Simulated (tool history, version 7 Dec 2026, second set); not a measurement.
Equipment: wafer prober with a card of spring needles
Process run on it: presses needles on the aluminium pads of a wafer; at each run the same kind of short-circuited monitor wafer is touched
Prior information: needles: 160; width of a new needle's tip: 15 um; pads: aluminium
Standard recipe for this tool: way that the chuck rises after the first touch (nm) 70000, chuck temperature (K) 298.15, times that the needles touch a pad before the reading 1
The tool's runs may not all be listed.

run	day	way that the chuck rises after the first touch (nm)	chuck temperature (K)	times that the needles touch a pad before the reading	resistance of one needle with its contact and lead (mohm)	way that a needle slides on the pad (nm)
1	0	70000	298.15	1	209	16780
# day 0.279: tips cleaned on abrasive film
# day 0.817: tips cleaned on abrasive film
2	0.983	70000	298.15	1	213	16790
# day 1.308: tips cleaned on abrasive film
# day 1.433: height of the first contact set anew
# day 1.842: tips cleaned on abrasive film
3	2.262	70000	298.15	1	210	16790
# day 2.342: tips cleaned on abrasive film
# day 2.871: tips cleaned on abrasive film
4	3.283	70000	385.15	1	234	16790
# day 3.354: tips cleaned on abrasive film
# day 3.912: tips cleaned on abrasive film
# day 4.371: tips cleaned on abrasive film
5	4.371	70000	385.15	1	234	16770
# day 4.925: tips cleaned on abrasive film
6	5.2	70000	298.15	1	212	16780
# day 5.383: tips cleaned on abrasive film
# day 5.892: tips cleaned on abrasive film
7	5.95	70000	298.15	1	214	16740
# day 6.375: tips cleaned on abrasive film
# day 6.892: tips cleaned on abrasive film
8	7.079	70000	298.15	1	212	16710
# day 7.404: tips cleaned on abrasive film
# day 7.912: tips cleaned on abrasive film
9	8.096	70000	298.15	1	212	16800
# day 8.375: tips cleaned on abrasive film
# day 8.85: tips cleaned on abrasive film
# day 9.371: tips cleaned on abrasive film
10	9.371	70000	298.15	1	213	16790
# day 9.892: tips cleaned on abrasive film
# day 10.392: tips cleaned on abrasive film
11	10.417	70000	298.15	1	213	16770
# day 10.933: tips cleaned on abrasive film
# day 11.4: tips cleaned on abrasive film
12	11.583	70000	298.15	3	213	16710
# day 11.879: tips cleaned on abrasive film
# day 12.375: tips cleaned on abrasive film
13	12.5	53000	298.15	1	215	12650
# day 12.892: tips cleaned on abrasive film
# day 13.388: tips cleaned on abrasive film
14	13.458	70000	298.15	1	213	16690
# day 13.904: tips cleaned on abrasive film
15	14.317	70000	298.15	1	211	16790
# day 14.388: tips cleaned on abrasive film
# day 14.554: height of the first contact set anew
# day 14.867: tips cleaned on abrasive film
16	15.079	62000	355.15	2	229	14870
# day 15.392: tips cleaned on abrasive film
# day 15.946: tips cleaned on abrasive film
17	16.146	75000	302.15	2	215	17970
# day 16.458: tips cleaned on abrasive film
18	16.888	75000	302.15	2	215	17930
# day 16.988: tips cleaned on abrasive film
# day 17.496: tips cleaned on abrasive film
# day 17.988: tips cleaned on abrasive film
19	18.133	75000	302.15	2	209	17980
# day 18.471: tips cleaned on abrasive film
20	18.825	75000	302.15	2	210	17920
# day 18.942: tips cleaned on abrasive film
# day 19.458: tips cleaned on abrasive film
21	19.746	86000	303.15	2	209	20620

For run 22, what comes out?
# day 19.933: tips cleaned on abrasive film
# day 20.408: tips cleaned on abrasive film
22	20.688	62000	303.15	2	?	?

{"run 22": {"resistance of one needle with its contact and lead (mohm)": 215, "way that a needle slides on the pad (nm)": 14880}}
Were there no unlogged condition in the tool, this run, its random variation unchanged, would have produced resistance of one needle with its contact and lead (mohm) 215, way that a needle slides on the pad (nm) 14880.
